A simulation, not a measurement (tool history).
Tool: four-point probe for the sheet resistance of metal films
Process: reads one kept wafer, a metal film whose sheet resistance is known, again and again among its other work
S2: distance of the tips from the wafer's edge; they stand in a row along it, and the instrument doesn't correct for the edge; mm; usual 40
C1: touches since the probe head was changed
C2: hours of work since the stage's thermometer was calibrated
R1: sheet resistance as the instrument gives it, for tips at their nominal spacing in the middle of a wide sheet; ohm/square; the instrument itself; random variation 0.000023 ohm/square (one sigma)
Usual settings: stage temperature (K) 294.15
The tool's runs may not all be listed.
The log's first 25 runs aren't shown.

Run 26, day 27.233: usual settings but S2 3 mm; C1 76028; C2 614. Result: R1 0.117616 ohm/square.
Run 27, day 27.979: usual settings but stage temperature (K) 302.15, S2 67 mm; C1 77035; C2 626. Result: R1 0.116654 ohm/square.
Run 28, day 29.267: usual settings but stage temperature (K) 302.15, S2 67 mm; C1 78767; C2 646. Result: R1 0.116688 ohm/square.
At day 29.888: new probe head fitted.
Run 29, day 30.571: usual settings but stage temperature (K) 304.15, S2 32 mm; C1 917; C2 666. Result: R1 0.11566 ohm/square.
At day 30.717: stage's thermometer calibrated.
Run 30, day 31.179: usual settings but stage temperature (K) 304.15, S2 32 mm; C1 1709; C2 7. Result: R1 0.115696 ohm/square.
Run 31, day 31.979: usual settings but stage temperature (K) 292.15, S2 6 mm; C1 2787; C2 20. Result: R1 0.115059 ohm/square.
Run 32, day 32.662: usual settings but stage temperature (K) 293.15, S2 11 mm; C1 3712; C2 31. Result: R1 0.114834 ohm/square.
Run 33, day 33.346: usual settings but S2 12 mm; C1 4633; C2 42. Result: R1 0.114876 ohm/square.
Run 34, day 34.192: usual settings but stage temperature (K) 292.15, S2 4 mm; C1 5767; C2 55. Result: R1 0.115615 ohm/square.
Run 35, day 34.821: usual settings but stage temperature (K) 292.15, S2 5 mm; C1 6618; C2 65. Result: R1 0.115295 ohm/square.
At day 35.383: stage's thermometer calibrated, once more.
Run 36, day 36.1: usual settings but stage temperature (K) 293.15, S2 11 mm; C1 8314; C2 11. Result: R1 0.114788 ohm/square.
Run 37, day 36.771: usual settings but stage temperature (K) 292.15, S2 3 mm; C1 9218; C2 22. Result: R1 0.116265 ohm/square.
Run 38, day 38.129: usual settings but stage temperature (K) 296.15, S2 24 mm; C1 11050; C2 44. Result: R1 0.115018 ohm/square.
Run 39, day 39.408: usual settings but stage temperature (K) 295.15, S2 4 mm; C1 12771; C2 64. Result: R1 0.115878 ohm/square.
Run 40, day 40.162: usual settings but stage temperature (K) 296.15, S2 16 mm; C1 13791; C2 76. Result: R1 0.115108 ohm/square.
Run 41, day 41.529: usual settings but stage temperature (K) 292.15, S2 4 mm; C1 15630; C2 98. Result: R1 0.115624 ohm/square.
Run 42, day 42.912: usual settings but stage temperature (K) 301.15, S2 4 mm; C1 17493; C2 120. Result: R1 0.116496 ohm/square.
Run 43, day 43.996: usual settings but stage temperature (K) 307.15, S2 8 mm; C1 18954; C2 137. Result: R1 0.116372 ohm/square.
Run 44, day 45.342: usual settings but stage temperature (K) 292.15, S2 8 mm; C1 20768; C2 158. Result: R1 0.115021 ohm/square.

5 ways to go on from here, each from the tool as it stands after run 44. What would each give?
Run A, day 46.071: usual settings but stage temperature (K) 304.15, S2 14 mm; C1 21752; C2 170. Result: R1 ?.
Run B, day 46.071: usual settings but stage temperature (K) 304.15, S2 22 mm; C1 21752; C2 170. Result: R1 ?.
Run C, day 46.071: usual settings but stage temperature (K) 293.15, S2 19 mm; C1 21752; C2 170. Result: R1 ?.
Run D, day 46.071: usual settings but stage temperature (K) 296.15, S2 6 mm; C1 21752; C2 170. Result: R1 ?.
Run E, day 46.071: usual settings but stage temperature (K) 302.15; C1 21752; C2 170. Result: R1 ?.

run        R1
  A  0.115945
  B  0.115911
  C  0.114946
  D  0.115551
  E   0.11568
Without the tool's hidden state the same runs would have given:
run        R1
  A  0.115498
  B  0.115464
  C  0.114501
  D  0.115105
  E  0.115234
